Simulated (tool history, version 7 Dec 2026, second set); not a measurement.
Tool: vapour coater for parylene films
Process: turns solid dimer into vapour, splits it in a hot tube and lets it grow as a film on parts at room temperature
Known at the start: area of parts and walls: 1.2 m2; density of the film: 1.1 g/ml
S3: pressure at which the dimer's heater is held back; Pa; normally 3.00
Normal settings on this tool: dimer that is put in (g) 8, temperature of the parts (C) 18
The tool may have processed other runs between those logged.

Run 1, hour 0.0: usual settings. Result: thickness of the film (nm) 4470.
Run 2, hour 57.2: usual settings. Result: thickness of the film (nm) 4450.
Run 3, hour 88.3: usual settings. Result: thickness of the film (nm) 4460.
Run 4, hour 122.7: usual settings but temperature of the parts (C) 16. Result: thickness of the film (nm) 4610.
Run 5, hour 156.3: usual settings but temperature of the parts (C) 16. Result: thickness of the film (nm) 4600.
Run 6, hour 189.5: usual settings but temperature of the parts (C) 21. Result: thickness of the film (nm) 4280.
Run 7, hour 234.1: usual settings but temperature of the parts (C) 21. Result: thickness of the film (nm) 4270.
Run 8, hour 266.5: usual settings but temperature of the parts (C) 21. Result: thickness of the film (nm) 4280.
At hour 298.4: trap's valve overhauled.
Run 9, hour 316.7: usual settings but temperature of the parts (C) 21. Result: thickness of the film (nm) 4290.
Run 10, hour 359.6: usual settings but temperature of the parts (C) 21. Result: thickness of the film (nm) 4270.
Run 11, hour 416.5: usual settings but temperature of the parts (C) 21. Result: thickness of the film (nm) 4290.
Run 12, hour 474.2: usual settings but temperature of the parts (C) 21. Result: thickness of the film (nm) 4290.
Run 13, hour 509.5: usual settings but temperature of the parts (C) 21. Result: thickness of the film (nm) 4260.
Run 14, hour 558.7: usual settings but temperature of the parts (C) 21. Result: thickness of the film (nm) 4280.
Run 15, hour 602.1: usual settings. Result: thickness of the film (nm) 4490.
Run 16, hour 630.3: usual settings. Result: thickness of the film (nm) 4470.
Run 17, hour 664.0: usual settings but dimer that is put in (g) 6. Result: thickness of the film (nm) 3340.
Run 18, hour 721.9: usual settings but dimer that is put in (g) 4. Result: thickness of the film (nm) 2240.
Run 19, hour 746.7: usual settings but dimer that is put in (g) 5, temperature of the parts (C) 17. Result: thickness of the film (nm) 2840.
Run 20, hour 777.2: usual settings but dimer that is put in (g) 5, temperature of the parts (C) 13, S3 2.53 Pa. Result: thickness of the film (nm) 3140.
Run 21, hour 821.6: usual settings but S3 2.99 Pa. Result: thickness of the film (nm) 4480.
Run 22, hour 847.0: usual settings but S3 2.99 Pa. Result: thickness of the film (nm) 4470.
Run 23, hour 904.1: usual settings but S3 3.86 Pa. Result: thickness of the film (nm) 4190.
Run 24, hour 937.7: usual settings but S3 3.86 Pa. Result: thickness of the film (nm) 4210.
Run 25, hour 985.5: usual settings but dimer that is put in (g) 12, S3 7.81 Pa. Result: thickness of the film (nm) 5380.
Run 26, hour 1035.8: usual settings but dimer that is put in (g) 12, temperature of the parts (C) 13, S3 5.71 Pa. Result: thickness of the film (nm) 6330.
Run 27, hour 1083.4: usual settings but dimer that is put in (g) 9, temperature of the parts (C) 11, S3 5.29 Pa. Result: thickness of the film (nm) 4930.
Run 28, hour 1117.2: usual settings but dimer that is put in (g) 9, temperature of the parts (C) 11, S3 5.29 Pa. Result: thickness of the film (nm) 4920.
Run 29, hour 1161.8: usual settings but dimer that is put in (g) 12, temperature of the parts (C) 25, S3 2.36 Pa. Result: thickness of the film (nm) 6350.
Run 30, hour 1219.3: usual settings but dimer that is put in (g) 6, temperature of the parts (C) 19, S3 10.32 Pa. Result: thickness of the film (nm) 2510.
Run 31, hour 1244.1: usual settings but dimer that is put in (g) 6, temperature of the parts (C) 19, S3 10.32 Pa. Result: thickness of the film (nm) 2480.
Run 32, hour 1280.0: usual settings but dimer that is put in (g) 6, temperature of the parts (C) 19, S3 10.32 Pa. Result: thickness of the film (nm) 2480.
Run 33, hour 1324.6: usual settings but dimer that is put in (g) 6, temperature of the parts (C) 19, S3 10.45 Pa. Result: thickness of the film (nm) 2480.
Run 34, hour 1363.5: usual settings but dimer that is put in (g) 9, temperature of the parts (C) 19, S3 6.41 Pa. Result: thickness of the film (nm) 4150.
Run 35, hour 1402.5: usual settings but dimer that is put in (g) 14, temperature of the parts (C) 22, S3 10.30 Pa. Result: thickness of the film (nm) 5570.
Run 36, hour 1455.2: usual settings but dimer that is put in (g) 7, temperature of the parts (C) 13. Result: thickness of the film (nm) 4220.

Consider 3 possible next runs. They are alternatives, not a sequence: every one starts from the tool as it was left by run 36. What does each give?
Run A, hour 1493.0: usual settings but dimer that is put in (g) 7, temperature of the parts (C) 15. Result: thickness of the film (nm) ?.
Run B, hour 1493.0: usual settings but S3 3.69 Pa. Result: thickness of the film (nm) ?.
Run C, hour 1493.0: usual settings but dimer that is put in (g) 7, temperature of the parts (C) 25, S3 3.92 Pa. Result: thickness of the film (nm) ?.

run  thickness of the film (nm)
  A                        4130
  B                        4280
  C                        3300
Stripped of hidden state, with their random variation kept, the same runs would have yielded:
run  thickness of the film (nm)
  A                        4130
  B                        4280
  C                        3300
